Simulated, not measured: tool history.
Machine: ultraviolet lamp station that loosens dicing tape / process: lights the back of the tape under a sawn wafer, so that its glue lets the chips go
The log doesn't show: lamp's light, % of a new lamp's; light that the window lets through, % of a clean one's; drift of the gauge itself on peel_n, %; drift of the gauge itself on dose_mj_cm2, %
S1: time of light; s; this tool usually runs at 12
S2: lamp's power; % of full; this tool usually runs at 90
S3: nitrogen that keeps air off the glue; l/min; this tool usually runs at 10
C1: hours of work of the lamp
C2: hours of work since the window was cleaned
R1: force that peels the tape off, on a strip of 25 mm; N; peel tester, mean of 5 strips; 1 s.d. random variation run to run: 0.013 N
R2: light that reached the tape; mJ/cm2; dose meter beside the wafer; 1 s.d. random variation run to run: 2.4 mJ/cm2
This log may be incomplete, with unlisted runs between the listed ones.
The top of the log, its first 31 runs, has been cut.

| run | hour | S1 | S2 | S3 | C1 | C2 | R1 | R2 |
|---|---|---|---|---|---|---|---|---|
| 32 | 2041.8 | 12 | 70 | 10 | 595 | 327 | 1.375 | 153 |
| 33 | 2124.5 | 24 | 75 | 10 | 650 | 382 | 0.341 | 320 |
|  | 2142.9 | window cleaned of glue's vapour |
| 34 | 2165.7 | 24 | 75 | 10 | 677 | 15 | 0.328 | 336 |
| 35 | 2216.7 | 24 | 75 | 10 | 711 | 49 | 0.322 | 332 |
| 36 | 2290.9 | 16 | 75 | 8 | 760 | 98 | 0.877 | 213 |
| 37 | 2344 | 16 | 67 | 8 | 795 | 134 | 1.121 | 188 |
| 38 | 2416.5 | 9 | 67 | 9 | 843 | 182 | 2.603 | 102 |
| 39 | 2473.5 | 9 | 67 | 9 | 881 | 220 | 2.452 | 104 |
| 40 | 2527.6 | 12 | 88 | 12 | 917 | 256 | 1.11 | 176 |
| 41 | 2564.3 | 12 | 88 | 12 | 942 | 280 | 1.099 | 173 |
| 42 | 2647.6 | 12 | 88 | 12 | 997 | 335 | 1.158 | 168 |

Forecast each of these 4 alternatives for the next run:
| A | 2689 | 18 | 70 | 9 | 1025 | 363 | ? | ? |
| B | 2689 | 15 | 93 | 6 | 1025 | 363 | ? | ? |
| C | 2689 | 12 | 90 | 13 | 1025 | 363 | ? | ? |
| D | 2689 | 18 | 86 | 9 | 1025 | 363 | ? | ? |

| run | R1 | R2 |
|---|---|---|
| A | 0.971 | 197 |
| B | 1.04 | 219 |
| C | 1.086 | 165 |
| D | 0.671 | 240 |
Stripped of hidden state, with their random variation kept, the same runs would have yielded:
| run | R1 | R2 |
|---|---|---|
| A | 0.433 | 292 |
| B | 0.467 | 324 |
| C | 0.489 | 246 |
| D | 0.293 | 356 |
